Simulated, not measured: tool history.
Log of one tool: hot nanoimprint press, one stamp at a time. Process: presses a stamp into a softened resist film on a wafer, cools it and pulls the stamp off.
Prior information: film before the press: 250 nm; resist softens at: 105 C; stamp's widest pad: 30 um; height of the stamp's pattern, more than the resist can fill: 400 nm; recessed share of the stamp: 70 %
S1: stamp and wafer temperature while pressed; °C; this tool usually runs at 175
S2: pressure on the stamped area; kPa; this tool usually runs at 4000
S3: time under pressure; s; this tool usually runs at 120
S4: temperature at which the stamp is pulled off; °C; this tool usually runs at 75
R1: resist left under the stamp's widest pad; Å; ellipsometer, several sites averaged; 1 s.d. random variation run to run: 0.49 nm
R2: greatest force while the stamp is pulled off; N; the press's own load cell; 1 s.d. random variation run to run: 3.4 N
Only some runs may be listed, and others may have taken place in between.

| run | hour | S1 | S2 | S3 | S4 | R1 | R2 |
|---|---|---|---|---|---|---|---|
| 1 | 0 | 175 | 4000 | 120 | 75 | 1283 | 221 |
| 2 | 8.7 | 175 | 4000 | 120 | 75 | 1285 | 225 |
| 3 | 19.5 | 175 | 4000 | 120 | 75 | 1282 | 214 |
| 4 | 25.8 | 175 | 4000 | 120 | 75 | 1288 | 218 |
| 5 | 36 | 175 | 4000 | 120 | 75 | 1282 | 224 |
| 6 | 46.5 | 175 | 4730 | 120 | 75 | 1174 | 219 |
| 7 | 56.6 | 175 | 4730 | 120 | 81 | 1175 | 188 |
| 8 | 67.6 | 175 | 4730 | 120 | 81 | 1166 | 189 |
| 9 | 78.2 | 175 | 4730 | 120 | 81 | 1163 | 194 |
| 10 | 89.7 | 175 | 4730 | 120 | 76 | 1163 | 212 |
| 11 | 94.5 | 175 | 4000 | 120 | 75 | 1278 | 221 |
| 12 | 101.7 | 175 | 2440 | 95 | 75 | 1737 | 219 |
| 13 | 109.1 | 175 | 2440 | 63 | 78 | 1883 | 209 |
| 14 | 117.5 | 175 | 2440 | 63 | 78 | 1885 | 204 |
| 15 | 125.4 | 175 | 2440 | 63 | 78 | 1894 | 201 |
| 16 | 134.1 | 185 | 6070 | 101 | 62 | 707 | 284 |
| 17 | 140.9 | 185 | 6070 | 101 | 62 | 707 | 288 |
| 18 | 146.7 | 185 | 2700 | 69 | 72 | 1288 | 229 |
| 19 | 157.3 | 164 | 4000 | 120 | 75 | 1894 | 221 |
| 20 | 163.1 | 164 | 4000 | 120 | 75 | 1877 | 225 |
| 21 | 172.5 | 168 | 5970 | 88 | 82 | 1489 | 179 |
| 22 | 183.6 | 168 | 3680 | 198 | 82 | 1520 | 178 |

Here are 3 independent what-if runs from the current tool condition. What would each one return?
| A | 191.3 | 175 | 2490 | 72 | 75 | ? | ? |
| B | 191.3 | 173 | 3680 | 198 | 78 | ? | ? |
| C | 191.3 | 169 | 2690 | 120 | 75 | ? | ? |

| run | R1 | R2 |
|---|---|---|
| A | 1818 | 216 |
| B | 1245 | 201 |
| C | 1876 | 218 |
Stripped of hidden state, with their random variation kept, the same runs would have yielded:
| run | R1 | R2 |
|---|---|---|
| A | 1838 | 215 |
| B | 1258 | 201 |
| C | 1897 | 217 |
